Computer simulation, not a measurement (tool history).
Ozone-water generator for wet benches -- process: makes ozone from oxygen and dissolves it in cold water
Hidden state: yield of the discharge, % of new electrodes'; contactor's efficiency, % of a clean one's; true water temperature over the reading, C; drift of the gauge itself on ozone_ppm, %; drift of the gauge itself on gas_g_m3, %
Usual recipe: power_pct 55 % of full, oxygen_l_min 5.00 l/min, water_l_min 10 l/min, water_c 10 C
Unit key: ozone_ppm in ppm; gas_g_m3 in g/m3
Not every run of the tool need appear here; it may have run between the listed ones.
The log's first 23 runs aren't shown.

run,hour,power_pct,oxygen_l_min,water_l_min,water_c,hours of work since the electrodes were changed,hours of work since the contactor was cleaned,hours of work since the thermometer was calibrated,ozone_ppm,gas_g_m3
24,1220.8,96,3.41,11,7,3259,1275,1049,32.0,260.0
25,1297.3,54,5.50,12,7,3323,1339,1113,22.6,151.4
26,1354.0,54,5.50,12,7,3370,1386,1160,22.9,152.2
27,1387.5,55,5.00,7,5,3398,1414,1188,35.0,159.5
28,1453.0,55,3.26,10,7,3453,1469,1243,25.0,189.8
29,1520.7,55,3.26,10,7,3510,1525,1300,25.1,190.2
30,1559.2,44,8.59,11,10,3542,1558,1332,20.3,113.6
31,1610.3,44,8.59,11,10,3585,1600,1375,20.5,112.8
32,1664.7,76,8.59,11,17,3630,1646,1420,24.3,155.4

Forecast each of these 4 alternatives for the next run:
A,1736.7,76,3.07,11,17,3691,1706,1480,?,?
B,1736.7,76,8.59,12,6,3691,1706,1480,?,?
C,1736.7,82,4.82,10,10,3691,1706,1480,?,?
D,1736.7,54,5.00,10,10,3691,1706,1480,?,?

run,ozone_ppm,gas_g_m3
A,23.7,238.6
B,28.8,153.3
C,31.6,204.9
D,24.6,157.7
Stripped of hidden state, with their random variation kept, the same runs would have yielded:
run,ozone_ppm,gas_g_m3
A,23.8,238.9
B,28.8,153.5
C,31.6,205.2
D,24.6,157.9
